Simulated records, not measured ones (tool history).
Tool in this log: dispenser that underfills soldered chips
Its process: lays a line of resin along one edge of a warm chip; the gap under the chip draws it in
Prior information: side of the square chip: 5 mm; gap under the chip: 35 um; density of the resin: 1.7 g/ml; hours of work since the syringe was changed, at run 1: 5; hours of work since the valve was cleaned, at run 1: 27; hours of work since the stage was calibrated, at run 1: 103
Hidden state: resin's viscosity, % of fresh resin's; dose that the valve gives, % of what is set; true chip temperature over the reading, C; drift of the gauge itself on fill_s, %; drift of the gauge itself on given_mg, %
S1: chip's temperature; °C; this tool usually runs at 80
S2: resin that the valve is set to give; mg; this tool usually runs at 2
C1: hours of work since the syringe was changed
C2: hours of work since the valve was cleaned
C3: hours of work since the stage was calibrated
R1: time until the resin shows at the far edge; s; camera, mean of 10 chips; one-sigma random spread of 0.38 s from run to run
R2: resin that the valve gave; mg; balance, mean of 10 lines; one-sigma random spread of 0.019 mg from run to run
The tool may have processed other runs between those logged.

| run | hour | S1 | S2 | C1 | C2 | C3 | R1 | R2 |
|---|---|---|---|---|---|---|---|---|
| 1 | 0 | 80 | 2 | 5 | 27 | 103 | 32 | 1.97 |
|  | 3.6 | new syringe of resin |
| 2 | 10 | 80 | 2 | 5 | 34 | 110 | 32.1 | 1.98 |
|  | 13.4 | new syringe of resin |
|  | 22.7 | new syringe of resin |
| 3 | 23.7 | 80 | 2.36 | 1 | 44 | 121 | 24.3 | 2.31 |
|  | 32.5 | new syringe of resin |
| 4 | 37.7 | 80 | 1.82 | 4 | 55 | 131 | 31.7 | 1.76 |
|  | 42.4 | new syringe of resin |
| 5 | 46 | 80 | 1.82 | 3 | 61 | 138 | 29 | 1.78 |
|  | 51.5 | new syringe of resin |
| 6 | 55.7 | 80 | 2.34 | 3 | 69 | 145 | 27.9 | 2.26 |
|  | 61.3 | new syringe of resin |
| 7 | 66.5 | 80 | 2 | 4 | 77 | 153 | 30.6 | 1.93 |
|  | 71.3 | new syringe of resin |
| 8 | 73.5 | 80 | 2 | 2 | 82 | 158 | 26.3 | 1.88 |
|  | 80.6 | new syringe of resin |
| 9 | 80.7 | 80 | 2 | 0 | 87 | 164 | 24 | 1.91 |
|  | 90.5 | new syringe of resin |
| 10 | 91.2 | 80 | 2 | 1 | 95 | 172 | 24.2 | 1.92 |
|  | 99.9 | new syringe of resin |
| 11 | 102.4 | 80 | 2.4 | 2 | 104 | 180 | 25.6 | 2.24 |
|  | 109.3 | new syringe of resin |
| 12 | 114.3 | 80 | 2.4 | 4 | 113 | 189 | 28.2 | 2.26 |
|  | 118.8 | new syringe of resin |
| 13 | 123.5 | 80 | 2 | 4 | 120 | 196 | 29.6 | 1.86 |
|  | 128.3 | new syringe of resin |
| 14 | 131.1 | 66 | 2 | 2 | 126 | 202 | 41.3 | 1.83 |
|  | 138.1 | new syringe of resin |
| 15 | 145.5 | 66 | 2 | 6 | 137 | 213 | 53.9 | 1.87 |
|  | 147.3 | dispensing valve cleaned and set on the balance |
|  | 148.2 | new syringe of resin |
|  | 157.5 | new syringe of resin |
| 16 | 161.6 | 66 | 2 | 3 | 11 | 224 | 43.4 | 2 |
|  | 167.2 | new syringe of resin |
| 17 | 172.2 | 66 | 2 | 4 | 19 | 232 | 44.7 | 2 |
|  | 176.7 | new syringe of resin |
| 18 | 179.9 | 80 | 1.73 | 3 | 25 | 238 | 27.9 | 1.68 |
|  | 186.2 | new syringe of resin |
| 19 | 187.4 | 77 | 1.83 | 1 | 30 | 244 | 27.1 | 1.8 |
|  | 195.5 | new syringe of resin |
| 20 | 195.7 | 77 | 1.83 | 0 | 36 | 250 | 26 | 1.82 |
|  | 205.4 | new syringe of resin |
| 21 | 211.1 | 80 | 1.86 | 4 | 48 | 262 | 32 | 1.8 |
|  | 214.5 | new syringe of resin |
| 22 | 218.8 | 72 | 1.89 | 3 | 54 | 268 | 36.7 | 1.85 |
|  | 223.8 | new syringe of resin |
| 23 | 231.7 | 79 | 2 | 6 | 64 | 277 | 35.2 | 1.92 |
|  | 233 | new syringe of resin |
| 24 | 240.9 | 73 | 2.07 | 6 | 71 | 284 | 42.3 | 1.99 |
|  | 242 | new syringe of resin |
|  | 251.1 | new syringe of resin |
| 25 | 251.9 | 73 | 2.14 | 1 | 79 | 292 | 28.9 | 2.05 |
|  | 261.1 | new syringe of resin |
| 26 | 266.5 | 65 | 1.76 | 4 | 90 | 304 | 51.9 | 1.64 |
|  | 270.2 | new syringe of resin |
| 27 | 274.1 | 84 | 2.57 | 3 | 96 | 309 | 23 | 2.42 |
|  | 279.4 | new syringe of resin |
|  | 288.5 | new syringe of resin |
| 28 | 288.5 | 80 | 1.93 | 0 | 107 | 320 | 22.8 | 1.81 |
|  | 298.1 | new syringe of resin |
| 29 | 300.1 | 90 | 2.06 | 2 | 115 | 329 | 18.7 | 1.98 |
|  | 307.8 | new syringe of resin |
| 30 | 308.8 | 83 | 1.71 | 1 | 122 | 336 | 23 | 1.61 |
|  | 317 | new syringe of resin |
| 31 | 318.9 | 80 | 2.05 | 1 | 130 | 343 | 24.4 | 1.9 |
|  | 326.1 | new syringe of resin |
| 32 | 327.9 | 70 | 1.72 | 1 | 136 | 350 | 37.3 | 1.61 |
|  | 329.8 | dispensing valve cleaned and set on the balance |
|  | 336.2 | new syringe of resin |
| 33 | 336.2 | 79 | 2.59 | 0 | 5 | 355 | 21.8 | 2.58 |
|  | 345.5 | new syringe of resin |
| 34 | 346.6 | 82 | 1.71 | 1 | 13 | 363 | 23.2 | 1.71 |
|  | 354.5 | new syringe of resin |
| 35 | 354.7 | 82 | 1.71 | 0 | 19 | 369 | 23.2 | 1.7 |

What if the next run were any one of these 3? Each begins from the tool's condition after run 35:
| A | 361.7 | 86 | 2.46 | 6 | 24 | 375 | ? | ? |
| B | 361.7 | 66 | 2 | 6 | 24 | 375 | ? | ? |
| C | 361.7 | 94 | 1.79 | 6 | 24 | 375 | ? | ? |

| run | R1 | R2 |
|---|---|---|
| A | 26.5 | 2.41 |
| B | 50.4 | 1.95 |
| C | 21.3 | 1.76 |
Without the tool's unlogged condition, the same runs would have read:
| run | R1 | R2 |
|---|---|---|
| A | 19.4 | 2.45 |
| B | 36.8 | 1.98 |
| C | 15.1 | 1.79 |
